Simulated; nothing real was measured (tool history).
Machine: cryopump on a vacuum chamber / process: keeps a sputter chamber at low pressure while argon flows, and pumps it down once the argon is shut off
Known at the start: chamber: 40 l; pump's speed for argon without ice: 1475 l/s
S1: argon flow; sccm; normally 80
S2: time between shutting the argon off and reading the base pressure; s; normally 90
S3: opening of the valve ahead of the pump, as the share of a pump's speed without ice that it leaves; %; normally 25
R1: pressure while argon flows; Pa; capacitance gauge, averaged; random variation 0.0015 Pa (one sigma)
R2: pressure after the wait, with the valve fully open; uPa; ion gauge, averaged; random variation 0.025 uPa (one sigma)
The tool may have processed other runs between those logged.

run,hour,S1,S2,S3,R1,R2
1,0.0,80,90,25,0.3776,3.51
2,42.7,80,90,25,0.3774,3.55
3,66.0,80,90,25,0.3769,3.61
4,86.0,80,90,25,0.3789,3.63
# hour 91.2: leaking fittings of the chamber tightened, without venting
5,107.1,80,90,25,0.3798,1.07
6,143.8,80,58,25,0.3787,1.56
7,181.1,80,58,25,0.3812,1.67
8,207.2,80,90,34,0.2845,1.13
9,235.2,80,90,41,0.2418,1.18
10,263.0,80,64,41,0.2423,1.58
11,298.1,80,90,25,0.3875,1.24
12,330.1,80,90,30,0.3312,1.24
13,358.8,80,90,25,0.3900,1.28
14,378.7,80,199,25,0.3898,0.85
15,406.8,123,90,25,0.6062,1.34
16,438.1,123,90,25,0.6079,1.32
17,481.2,50,90,25,0.2457,1.43
18,518.2,50,290,25,0.2468,0.85
19,537.3,101,295,25,0.4999,0.85
20,580.4,65,103,24,0.3360,1.38
21,602.9,39,248,25,0.1944,0.95
22,644.4,39,47,20,0.2416,2.29
23,674.8,39,47,20,0.2417,2.25
24,706.4,80,41,25,0.4082,2.54
25,746.3,139,85,24,0.7387,1.71
26,786.5,153,194,48,0.4529,1.28
# hour 796.2: pump warmed up, emptied and cooled again
27,832.8,153,194,48,0.3682,0.99
28,865.1,113,22,25,0.5216,3.82
29,886.2,113,20,19,0.6916,4.26
30,918.1,80,90,25,0.3708,1.48
31,943.3,35,284,47,0.0876,0.90
32,966.8,126,186,24,0.6108,1.14
33,1006.8,106,147,20,0.6194,1.24

Run 34 has not been measured yet. What should we expect?
34,1045.1,106,147,20,?,?

Run 34 came out at R1 0.6141 Pa, R2 1.25 uPa.
If the tool had no hidden condition, the same run with the same run-to-run variation would have returned R1 0.6034 Pa, R2 0.70 uPa.
